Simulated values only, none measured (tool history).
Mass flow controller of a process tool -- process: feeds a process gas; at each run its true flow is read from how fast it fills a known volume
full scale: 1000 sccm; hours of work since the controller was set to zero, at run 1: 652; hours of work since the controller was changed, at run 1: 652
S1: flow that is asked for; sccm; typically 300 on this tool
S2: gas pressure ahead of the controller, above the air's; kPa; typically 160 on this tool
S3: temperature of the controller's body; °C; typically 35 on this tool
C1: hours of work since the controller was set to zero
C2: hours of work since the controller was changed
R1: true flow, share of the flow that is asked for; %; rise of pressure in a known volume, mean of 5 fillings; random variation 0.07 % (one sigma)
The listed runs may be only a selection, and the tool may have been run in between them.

run 1 hour=0 | S1=300 S2=160 S3=35 | C1=652 C2=652 | R1=100.27
run 2 hour=105.9 | S1=300 S2=160 S3=35 | C1=732 C2=732 | R1=100.39
run 3 hour=202.5 | S1=300 S2=160 S3=22 | C1=805 C2=805 | R1=99.75
run 4 hour=306.8 | S1=300 S2=160 S3=35 | C1=883 C2=883 | R1=100.65
run 5 hour=406.2 | S1=563 S2=160 S3=35 | C1=958 C2=958 | R1=100.79
run 6 hour=518 | S1=563 S2=160 S3=35 | C1=1042 C2=1042 | R1=100.95
run 7 hour=628.5 | S1=300 S2=160 S3=35 | C1=1125 C2=1125 | R1=100.95
run 8 hour=766.9 | S1=300 S2=160 S3=35 | C1=1230 C2=1230 | R1=101.07
run 9 hour=890.2 | S1=300 S2=160 S3=35 | C1=1323 C2=1323 | R1=101.22
run 10 hour=1041.1 | S1=300 S2=209 S3=35 | C1=1436 C2=1436 | R1=101.5
run 11 hour=1130.8 | S1=300 S2=145 S3=35 | C1=1504 C2=1504 | R1=101.4
run 12 hour=1220.3 | S1=574 S2=223 S3=39 | C1=1571 C2=1571 | R1=101.9
run 13 hour=1281.7 | S1=207 S2=239 S3=22 | C1=1618 C2=1618 | R1=101.49
run 14 hour=1417.9 | S1=428 S2=273 S3=30 | C1=1720 C2=1720 | R1=101.58
run 15 hour=1525 | S1=109 S2=156 S3=21 | C1=1801 C2=1801 | R1=103.06
run 16 hour=1630.8 | S1=137 S2=186 S3=40 | C1=1881 C2=1881 | R1=103.62
run 17 hour=1745.6 | S1=111 S2=152 S3=24 | C1=1967 C2=1967 | R1=103.57
run 18 hour=1807.6 | S1=127 S2=205 S3=24 | C1=2014 C2=2014 | R1=103.39

3 options for the next run, each taken on its own from the tool as it stands now. Forecast them:
run A hour=1928.5 | S1=212 S2=203 S3=38 | C1=2105 C2=2105 | R1=?
run B hour=1928.5 | S1=956 S2=200 S3=30 | C1=2105 C2=2105 | R1=?
run C hour=1928.5 | S1=300 S2=160 S3=27 | C1=2105 C2=2105 | R1=?

run=A R1=102.97
run=B R1=102.26
run=C R1=101.88
Without the tool's hidden state the same runs would have given:
run=A R1=99.32
run=B R1=100.26
run=C R1=98.85
